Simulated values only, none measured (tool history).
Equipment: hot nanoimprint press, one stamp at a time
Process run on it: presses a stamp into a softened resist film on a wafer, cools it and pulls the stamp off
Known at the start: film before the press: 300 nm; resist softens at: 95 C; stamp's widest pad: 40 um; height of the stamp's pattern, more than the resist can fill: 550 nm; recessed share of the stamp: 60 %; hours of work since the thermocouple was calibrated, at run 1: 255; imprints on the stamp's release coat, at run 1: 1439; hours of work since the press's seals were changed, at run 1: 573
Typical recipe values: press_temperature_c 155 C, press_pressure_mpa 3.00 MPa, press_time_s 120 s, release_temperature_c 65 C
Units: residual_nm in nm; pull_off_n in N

run,hour,press_temperature_c,press_pressure_mpa,press_time_s,release_temperature_c,hours of work since the thermocouple was calibrated,imprints on the stamp's release coat,hours of work since the press's seals were changed,residual_nm,pull_off_n
1,0.0,155,3.00,120,65,255,1439,573,176.9,193
2,20.4,155,1.83,120,65,271,1525,589,216.4,197
3,31.5,155,1.83,120,65,279,1572,597,217.3,206
4,46.9,155,1.83,120,65,290,1636,608,217.7,199
5,64.7,155,1.83,120,65,304,1711,622,218.4,206
6,86.5,155,2.05,120,65,320,1803,638,208.8,203
7,108.5,155,2.05,120,65,336,1895,654,210.3,207
8,120.6,155,2.05,120,65,346,1946,663,209.0,214
9,135.9,155,3.00,120,63,357,2011,675,180.4,215
10,160.1,155,3.00,120,61,375,2112,693,181.6,230
11,179.6,155,3.00,120,61,389,2194,707,180.5,232
# hour 188.8: plate thermocouple calibrated
12,195.2,155,3.00,120,61,5,2247,717,183.9,238
# hour 207.3: stamp cleaned and given a new release coat
13,226.4,157,3.93,108,65,24,80,736,154.4,169
14,247.2,155,3.00,120,62,39,168,751,183.5,179
15,272.0,155,3.00,120,62,58,272,770,186.4,179
# hour 287.6: plate thermocouple calibrated, once more
16,287.8,163,3.92,120,62,0,326,779,109.3,177
17,306.8,155,3.64,120,65,14,406,793,158.8,173
18,329.7,155,2.55,120,65,31,502,810,187.5,175
19,342.4,166,2.19,226,53,41,556,820,107.0,213
20,353.3,166,2.19,226,53,49,601,828,107.7,213
21,365.1,151,2.39,75,62,58,651,837,241.4,182
22,375.8,155,2.21,128,65,66,696,845,197.3,176

Each run again, without the hidden state but with its own random variation kept:
What the log doesn't record here: true temperature over the reading, C; pressure that arrives at the usual setting, %; grip of the stamp's worn release coat, % over a new coat's; drift of the gauge itself on residual_nm, %; drift of the gauge itself on pull_off_n, %.
run,residual_nm,pull_off_n
1,168.9,158
2,209.4,159
3,210.0,165
4,210.1,158
5,210.4,162
6,200.0,158
7,200.9,159
8,199.5,163
9,169.1,162
10,169.7,172
11,168.2,171
12,169.3,174
13,139.4,162
14,167.9,170
15,170.0,167
16,105.2,169
17,153.4,163
18,182.9,163
19,103.9,197
20,104.5,196
21,237.1,166
22,192.2,159
